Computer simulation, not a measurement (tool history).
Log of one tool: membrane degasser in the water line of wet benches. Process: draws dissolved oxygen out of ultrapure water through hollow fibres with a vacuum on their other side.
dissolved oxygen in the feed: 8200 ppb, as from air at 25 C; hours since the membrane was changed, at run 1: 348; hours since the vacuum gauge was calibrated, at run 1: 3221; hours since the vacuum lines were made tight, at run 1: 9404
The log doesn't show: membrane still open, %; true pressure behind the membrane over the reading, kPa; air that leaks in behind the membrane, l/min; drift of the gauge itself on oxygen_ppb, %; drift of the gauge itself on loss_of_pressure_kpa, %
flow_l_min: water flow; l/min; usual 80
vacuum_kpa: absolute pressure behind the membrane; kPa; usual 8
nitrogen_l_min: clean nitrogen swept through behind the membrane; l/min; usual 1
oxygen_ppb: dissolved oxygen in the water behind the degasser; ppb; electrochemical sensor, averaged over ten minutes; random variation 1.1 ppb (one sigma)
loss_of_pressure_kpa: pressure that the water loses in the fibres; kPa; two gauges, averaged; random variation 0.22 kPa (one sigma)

| run | hour | flow_l_min | vacuum_kpa | nitrogen_l_min | hours since the membrane was changed | hours since the vacuum gauge was calibrated | hours since the vacuum lines were made tight | oxygen_ppb | loss_of_pressure_kpa |
|---|---|---|---|---|---|---|---|---|---|
| 1 | 0 | 80 | 8 | 1 | 348 | 3221 | 9404 | 614.5 | 51.36 |
| 2 | 34.8 | 80 | 10.01 | 1 | 382 | 3256 | 9438 | 849.6 | 51.8 |
| 3 | 60.1 | 80 | 8 | 1 | 408 | 3281 | 9464 | 613.1 | 51.65 |
| 4 | 93.1 | 80 | 9.65 | 1 | 441 | 3314 | 9497 | 805.3 | 51.75 |
| 5 | 125.7 | 80 | 9.65 | 1 | 473 | 3347 | 9529 | 806.4 | 51.73 |
| 6 | 176.5 | 80 | 9.65 | 1.34 | 524 | 3397 | 9580 | 664.7 | 51.75 |
| 7 | 215.5 | 80 | 13.71 | 1 | 563 | 3436 | 9619 | 1249.8 | 51.64 |
| 8 | 255.8 | 80 | 8 | 1 | 603 | 3477 | 9659 | 611.2 | 51.59 |
| 9 | 290 | 80 | 8 | 1 | 638 | 3511 | 9694 | 608.8 | 51.78 |
| 10 | 315.8 | 94 | 11.37 | 1 | 663 | 3537 | 9719 | 1099.2 | 60.45 |
| 11 | 358.5 | 94 | 11.37 | 1 | 706 | 3579 | 9762 | 1100.1 | 61.08 |
| 12 | 395.1 | 92 | 10.8 | 0.47 | 743 | 3616 | 9799 | 1509.1 | 59.44 |
| 13 | 431.6 | 86 | 5.11 | 1.2 | 779 | 3653 | 9835 | 237.6 | 55.18 |
| 14 | 463.7 | 80 | 5.22 | 0.82 | 811 | 3685 | 9867 | 302.4 | 51.61 |
|  | 477.6 | gauge calibrated |
| 15 | 485.5 | 77 | 5.22 | 0.82 | 833 | 3706 | 9889 | 298.4 | 49.74 |
| 16 | 519.8 | 79 | 8 | 0.8 | 867 | 3741 | 9923 | 700.3 | 51.07 |
| 17 | 556.5 | 80 | 8 | 0.88 | 904 | 3777 | 9960 | 665.1 | 51.6 |

Forecast each of these 5 alternatives for the next run:
| A | 600.2 | 80 | 9.81 | 1 | 948 | 3821 | 10004 | ? | ? |
| B | 600.2 | 117 | 8 | 2.5 | 948 | 3821 | 10004 | ? | ? |
| C | 600.2 | 80 | 12.97 | 0.75 | 948 | 3821 | 10004 | ? | ? |
| D | 600.2 | 101 | 5.89 | 2.34 | 948 | 3821 | 10004 | ? | ? |
| E | 600.2 | 128 | 9.84 | 1 | 948 | 3821 | 10004 | ? | ? |

| run | oxygen_ppb | loss_of_pressure_kpa |
|---|---|---|
| A | 825.8 | 51.62 |
| B | 433.2 | 75.51 |
| C | 1395.7 | 52.04 |
| D | 235.5 | 65.42 |
| E | 1098 | 83.42 |
Without the tool's hidden state the same runs would have given:
| run | oxygen_ppb | loss_of_pressure_kpa |
|---|---|---|
| A | 829 | 51.62 |
| B | 434.8 | 75.51 |
| C | 1401.2 | 52.03 |
| D | 236.3 | 65.41 |
| E | 1102.2 | 83.41 |

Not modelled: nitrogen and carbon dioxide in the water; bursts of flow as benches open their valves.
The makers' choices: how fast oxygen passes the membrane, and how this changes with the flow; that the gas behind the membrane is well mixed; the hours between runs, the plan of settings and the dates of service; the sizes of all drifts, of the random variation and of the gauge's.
